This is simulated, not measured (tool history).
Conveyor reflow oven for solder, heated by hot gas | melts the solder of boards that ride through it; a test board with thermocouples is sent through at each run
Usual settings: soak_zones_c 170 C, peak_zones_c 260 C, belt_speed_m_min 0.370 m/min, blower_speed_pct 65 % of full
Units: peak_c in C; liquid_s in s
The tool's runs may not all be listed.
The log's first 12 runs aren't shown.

| run | hour | soak_zones_c | peak_zones_c | belt_speed_m_min | blower_speed_pct | peak_c | liquid_s |
|---|---|---|---|---|---|---|---|
| 13 | 491.2 | 170 | 260 | 0.370 | 85 | 246.1 | 68.1 |
|  | 539.0 | flux residue cleaned out of gas plates and filters, once more |
| 14 | 541.9 | 170 | 260 | 0.370 | 65 | 244.8 | 65.1 |
| 15 | 578.2 | 170 | 260 | 0.370 | 65 | 244.8 | 65.6 |
| 16 | 618.5 | 170 | 260 | 0.370 | 65 | 244.9 | 66.1 |
| 17 | 643.4 | 170 | 260 | 0.370 | 65 | 245.3 | 65.0 |
| 18 | 700.7 | 170 | 260 | 0.370 | 65 | 244.6 | 64.4 |
| 19 | 747.2 | 162 | 250 | 0.306 | 55 | 237.2 | 65.4 |
| 20 | 793.5 | 162 | 250 | 0.306 | 55 | 237.5 | 65.0 |
| 21 | 817.5 | 177 | 260 | 0.370 | 65 | 245.1 | 68.4 |
| 22 | 857.1 | 177 | 260 | 0.370 | 65 | 245.3 | 68.6 |
| 23 | 881.7 | 177 | 260 | 0.370 | 65 | 244.8 | 68.9 |
| 24 | 933.8 | 177 | 272 | 0.398 | 65 | 253.0 | 70.1 |
| 25 | 970.7 | 177 | 272 | 0.398 | 65 | 252.8 | 70.1 |
| 26 | 1027.6 | 156 | 272 | 0.398 | 89 | 253.2 | 63.2 |
| 27 | 1060.4 | 166 | 256 | 0.407 | 82 | 239.0 | 50.6 |
|  | 1116.0 | belt drive overhauled, speed set with a stopwatch |
| 28 | 1116.0 | 170 | 260 | 0.384 | 65 | 240.6 | 55.7 |
| 29 | 1145.1 | 170 | 260 | 0.384 | 65 | 241.1 | 55.3 |
| 30 | 1183.1 | 171 | 259 | 0.384 | 53 | 237.3 | 49.8 |

Forecast each of these 4 alternatives for the next run:
| A | 1239.8 | 160 | 263 | 0.383 | 65 | ? | ? |
| B | 1239.8 | 165 | 260 | 0.410 | 67 | ? | ? |
| C | 1239.8 | 167 | 260 | 0.382 | 84 | ? | ? |
| D | 1239.8 | 185 | 262 | 0.319 | 65 | ? | ? |

| run | peak_c | liquid_s |
|---|---|---|
| A | 240.6 | 52.0 |
| B | 238.0 | 45.0 |
| C | 243.3 | 58.8 |
| D | 250.0 | 90.3 |
Without the tool's hidden state the same runs would have given:
| run | peak_c | liquid_s |
|---|---|---|
| A | 245.5 | 58.9 |
| B | 243.0 | 52.3 |
| C | 248.1 | 65.2 |
| D | 253.7 | 94.6 |
